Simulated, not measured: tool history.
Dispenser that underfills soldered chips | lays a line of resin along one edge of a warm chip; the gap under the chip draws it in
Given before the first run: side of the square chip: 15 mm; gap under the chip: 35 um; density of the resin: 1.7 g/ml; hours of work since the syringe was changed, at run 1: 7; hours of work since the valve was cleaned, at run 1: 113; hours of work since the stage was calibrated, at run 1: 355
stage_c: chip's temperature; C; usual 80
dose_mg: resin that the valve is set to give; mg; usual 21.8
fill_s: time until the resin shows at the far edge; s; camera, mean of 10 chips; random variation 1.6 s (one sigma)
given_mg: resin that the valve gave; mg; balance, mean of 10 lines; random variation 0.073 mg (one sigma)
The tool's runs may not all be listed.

run     day  stage_c  dose_mg  hours of work since the syringe was changed  hours of work since the valve was cleaned  hours of work since the stage was calibrated  fill_s  given_mg
  1       0       80     21.8                                            7                                        113                                           355   247.8     20.33
        0.1  -- new syringe of resin
      0.562  -- dispensing valve cleaned and set on the balance
  2   0.633       80     21.8                                            8                                          1                                           365   269.8     21.78
      0.696  -- new syringe of resin
  3   0.929       80     21.8                                            4                                          6                                           369   189.6     21.63
      1.233  -- new syringe of resin
  4   1.533       80     21.8                                            5                                         16                                           379   203.2     21.65
      1.746  -- new syringe of resin
  5   2.075       80     21.8                                            5                                         25                                           388   218.8     21.42
      2.279  -- new syringe of resin
  6   2.504       80     21.8                                            4                                         31                                           395   187.4     21.45
      2.825  -- new syringe of resin
  7   3.029       80     21.8                                            3                                         40                                           403   180.9     21.25
      3.354  -- new syringe of resin
  8   3.596       80     21.8                                            4                                         49                                           413   191.9     21.01
      3.867  -- new syringe of resin
  9   3.867       80     21.8                                            0                                         53                                           417   137.9     21.14
 10   4.121       80     20.5                                            4                                         58                                           421   189.2      19.7
      4.379  -- new syringe of resin
 11   4.638       80     21.8                                            4                                         66                                           430   194.6     21.14
      4.892  -- new syringe of resin
 12   5.242       80     19.6                                            6                                         76                                           439   225.7     18.72
      5.429  -- new syringe of resin
 13   5.775       84     21.8                                            6                                         85                                           448   189.2     20.76
      5.933  -- new syringe of resin
 14   6.121       74     21.8                                            3                                         90                                           454   217.8     20.65
      6.442  -- new syringe of resin
 15   6.454       74     21.8                                            0                                         95                                           459   172.3     20.58
 16   6.821       74     21.8                                            6                                        101                                           465   279.3     20.49
      6.979  -- new syringe of resin
 17   7.162       66     21.8                                            3                                        107                                           470   292.8     20.41
 18   7.433       72     20.8                                            8                                        111                                           475   334.9     19.46
      7.525  -- new syringe of resin
 19   7.921       72     20.8                                            7                                        119                                           483   312.6      19.4
      8.033  -- new syringe of resin
      8.112  -- dispensing valve cleaned and set on the balance
 20   8.467       80     26.8                                            6                                          6                                           491   226.2     26.69
      8.621  -- new syringe of resin
 21   9.021       80     20.7                                            7                                         15                                           500     235     20.53
      9.146  -- new syringe of resin
 22   9.583       81     20.7                                            7                                         24                                           509   227.1     20.42
      9.662  -- new syringe of resin
 23   9.946       79     25.8                                            5                                         30                                           515   200.8     25.37
       10.2  -- new syringe of resin
 24  10.338       76     26.4                                            2                                         36                                           521   184.2     26.03
     10.712  -- new syringe of resin
 25  10.738       73     21.8                                            0                                         43                                           528   178.4     21.16
 26  11.071       84     21.6                                            6                                         48                                           533   190.7     20.92
     11.262  -- new syringe of resin
 27  11.642       77       24                                            6                                         57                                           543   245.3     23.26
     11.808  -- new syringe of resin
 28  12.129       92     27.8                                            5                                         65                                           550   134.2      26.8
     12.325  -- new syringe of resin
 29  12.621       81     28.2                                            5                                         73                                           558   187.4        27
      12.85  -- new syringe of resin
 30  13.004       81     28.2                                            3                                         79                                           565   151.2     26.84

What does the tool deliver on the next run?
 31  13.296       82     26.3                                            7                                         84                                           569       ?         ?

fill_s: 213.7 s
given_mg: 24.84 mg
Had the tool carried no hidden state, the very same run would have given fill_s 139 s, given_mg 26.18 mg.
